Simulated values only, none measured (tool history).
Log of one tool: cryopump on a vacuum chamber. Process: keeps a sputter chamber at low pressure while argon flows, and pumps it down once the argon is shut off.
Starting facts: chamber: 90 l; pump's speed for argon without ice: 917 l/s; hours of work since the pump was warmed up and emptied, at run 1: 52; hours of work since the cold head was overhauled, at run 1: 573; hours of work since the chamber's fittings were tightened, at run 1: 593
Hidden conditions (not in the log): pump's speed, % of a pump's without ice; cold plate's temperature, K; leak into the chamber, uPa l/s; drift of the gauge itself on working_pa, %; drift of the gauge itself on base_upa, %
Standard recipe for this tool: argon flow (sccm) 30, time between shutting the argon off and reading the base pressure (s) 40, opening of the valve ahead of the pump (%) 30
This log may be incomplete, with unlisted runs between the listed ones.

run	day	argon flow (sccm)	time between shutting the argon off and reading the base pressure (s)	opening of the valve ahead of the pump (%)	hours of work since the pump was warmed up and emptied	hours of work since the cold head was overhauled	hours of work since the chamber's fittings were tightened	pressure while argon flows (Pa)	pressure after the wait (uPa)
1	0.000	30	40	30	52	573	593	0.1825	3.04
2	0.692	30	40	31	59	580	601	0.1798	3.11
3	1.404	30	40	31	67	588	609	0.1810	3.17
4	2.079	30	40	31	75	596	616	0.1788	3.06
5	3.362	30	174	31	89	610	630	0.1790	1.29
6	4.096	16	40	30	97	618	638	0.0989	3.15
7	4.854	16	40	30	105	626	647	0.0999	3.14
8	6.021	16	40	30	118	639	660	0.0997	3.08
9	7.246	16	40	30	132	653	673	0.0993	3.19
10	8.012	16	67	30	140	661	682	0.1006	2.19
11	9.142	16	67	30	152	674	694	0.0997	2.26
12	10.162	16	67	34	164	685	705	0.0887	2.19
13	11.375	16	67	34	177	698	719	0.0880	2.24
14	12.758	16	67	34	192	713	734	0.0879	2.26
15	13.554	16	44	31	201	722	743	0.0977	3.00
16	14.888	30	106	30	216	737	757	0.1883	1.70
17	15.492	30	106	30	222	743	764	0.1886	1.71
18	16.079	30	106	30	229	750	770	0.1879	1.75
19	16.662	30	106	30	235	756	777	0.1897	1.73
20	17.800	47	139	28	248	769	789	0.3141	1.47
21	18.433	30	138	39	255	776	796	0.1454	1.55
22	19.154	39	166	16	263	784	804	0.4542	1.47
23	20.408	39	166	16	277	798	818	0.4546	1.46

Each row is a separate what-if for the run after 23, all from the same tool condition, not one after another. Results?
A	21.675	39	118	29	290	812	832	?	?
B	21.675	40	77	21	290	812	832	?	?
C	21.675	30	40	56	290	812	832	?	?

run	pressure while argon flows (Pa)	pressure after the wait (uPa)
A	0.2543	1.66
B	0.3578	2.04
C	0.1036	3.31
Had the tool no hidden state, the same runs would have come out as:
run	pressure while argon flows (Pa)	pressure after the wait (uPa)
A	0.2482	1.12
B	0.3515	1.51
C	0.0989	2.76

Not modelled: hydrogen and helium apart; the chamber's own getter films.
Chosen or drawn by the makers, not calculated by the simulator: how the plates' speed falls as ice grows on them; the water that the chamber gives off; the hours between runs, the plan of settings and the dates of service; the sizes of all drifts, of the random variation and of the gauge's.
